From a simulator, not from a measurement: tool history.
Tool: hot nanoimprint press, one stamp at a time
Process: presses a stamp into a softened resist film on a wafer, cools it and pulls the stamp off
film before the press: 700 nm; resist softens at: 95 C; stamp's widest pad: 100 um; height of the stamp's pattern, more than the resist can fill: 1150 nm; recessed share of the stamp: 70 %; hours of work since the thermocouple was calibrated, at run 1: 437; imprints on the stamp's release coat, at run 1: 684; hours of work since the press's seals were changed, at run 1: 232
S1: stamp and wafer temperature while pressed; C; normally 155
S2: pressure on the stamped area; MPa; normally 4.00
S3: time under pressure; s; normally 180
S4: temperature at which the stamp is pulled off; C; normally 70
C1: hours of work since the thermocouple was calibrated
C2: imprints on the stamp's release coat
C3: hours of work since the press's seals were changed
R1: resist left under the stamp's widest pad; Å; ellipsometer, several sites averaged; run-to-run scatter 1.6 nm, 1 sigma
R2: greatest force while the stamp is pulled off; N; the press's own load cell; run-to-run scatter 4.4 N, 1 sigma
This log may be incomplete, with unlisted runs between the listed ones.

run	hour	S1	S2	S3	S4	C1	C2	C3	R1	R2
1	0.0	155	4.00	180	70	437	684	232	2721	268
# hour 37.2: stamp cleaned and given a new release coat
2	39.4	149	4.00	180	70	456	7	251	3787	215
3	72.4	149	4.00	194	70	474	111	270	3712	214
4	105.2	149	4.00	194	70	493	214	288	3761	237
5	125.2	155	4.00	180	70	504	276	300	2757	243
6	157.4	155	4.00	161	70	523	378	318	2902	242
# hour 163.3: plate thermocouple calibrated
7	180.5	155	4.00	161	70	10	441	329	2770	247
8	215.7	155	4.00	161	70	30	552	349	2767	253
9	241.7	155	4.00	180	70	44	633	364	2654	261
10	259.4	155	4.00	180	70	54	689	374	2651	272
# hour 294.7: stamp cleaned and given a new release coat
11	294.7	155	4.73	199	70	71	0	391	2374	211
12	331.4	155	4.73	199	70	92	115	411	2348	222
13	353.0	151	4.73	346	64	104	183	424	2388	239
14	371.8	155	2.62	180	62	115	242	434	3245	256
15	394.8	155	4.44	180	55	128	315	447	2579	279
16	413.6	150	3.88	137	70	139	374	458	3908	236
17	441.0	145	5.04	172	65	154	460	474	4269	263
18	474.0	145	5.04	172	65	173	564	492	4274	281
19	496.7	155	5.28	119	60	186	635	505	2792	292

3 ways to go on from here, each from the tool as it stands after run 19. What would each give?
A	521.1	155	3.38	217	60	199	712	519	?	?
B	521.1	149	5.28	119	77	199	712	519	?	?
C	521.1	155	5.28	343	58	199	712	519	?	?

run	R1	R2
A	2721	300
B	3859	255
C	1795	309
With the hidden condition removed and each run's random variation left untouched, the same runs would have given:
run	R1	R2
A	2626	241
B	3707	204
C	1709	248

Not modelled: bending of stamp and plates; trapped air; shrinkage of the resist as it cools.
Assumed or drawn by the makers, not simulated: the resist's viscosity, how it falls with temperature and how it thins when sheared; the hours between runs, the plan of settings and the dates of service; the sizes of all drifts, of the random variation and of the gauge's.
